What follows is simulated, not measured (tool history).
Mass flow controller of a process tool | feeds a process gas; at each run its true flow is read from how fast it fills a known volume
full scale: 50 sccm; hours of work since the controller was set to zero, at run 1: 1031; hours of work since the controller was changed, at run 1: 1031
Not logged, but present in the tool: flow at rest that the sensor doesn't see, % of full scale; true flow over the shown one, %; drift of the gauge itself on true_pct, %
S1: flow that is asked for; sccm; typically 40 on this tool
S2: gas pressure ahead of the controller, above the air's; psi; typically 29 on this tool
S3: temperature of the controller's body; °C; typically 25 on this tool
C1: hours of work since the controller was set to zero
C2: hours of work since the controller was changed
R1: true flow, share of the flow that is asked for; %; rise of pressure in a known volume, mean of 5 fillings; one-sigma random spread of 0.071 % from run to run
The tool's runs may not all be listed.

run,hour,S1,S2,S3,C1,C2,R1
1,0,40,29,25,1031,1031,99.75
2,98,40,32.5,25,1094,1094,99.68
3,220.6,40,29,25,1173,1173,99.67
4,308,40,29,22,1229,1229,99.74
5,439.6,40,29,25,1313,1313,99.8
6,522.6,40,29,25,1367,1367,99.76
7,603.6,40,29,25,1419,1419,99.64
8,680.8,40,29,25,1468,1468,99.73
9,750.2,40,29,25,1513,1513,99.8
10,876.9,33,29,25,1594,1594,99.63
11,983.7,40,29,26,1663,1663,99.68
12,1087,40,29,26,1729,1729,99.76
13,1173.5,40,29,26,1785,1785,99.8
14,1291.6,40,29,37,1860,1860,99.47
15,1421.5,40,30.2,37,1944,1944,99.41
16,1509.4,40,38.7,25,2000,2000,99.7
17,1562.6,40,38.7,25,2035,2035,99.65
18,1648.1,40,38.7,25,2089,2089,99.7
19,1775,7,35.8,25,2171,2171,98.7
20,1877.9,19,29,22,2237,2237,99.33
21,1991.4,15,29,31,2310,2310,98.96
22,2087.9,9,25.7,26,2372,2372,99.07
23,2146.1,40,29,26,2409,2409,99.68

Branching from run 23: 3 alternative next runs. What would each branch give?
A,2277.5,40,33.9,25,2494,2494,?
B,2277.5,47,29.6,27,2494,2494,?
C,2277.5,30,29,25,2494,2494,?

run,R1
A,99.61
B,99.83
C,99.56
Without the tool's unlogged condition, the same runs would have read:
run,R1
A,99.61
B,99.82
C,99.56

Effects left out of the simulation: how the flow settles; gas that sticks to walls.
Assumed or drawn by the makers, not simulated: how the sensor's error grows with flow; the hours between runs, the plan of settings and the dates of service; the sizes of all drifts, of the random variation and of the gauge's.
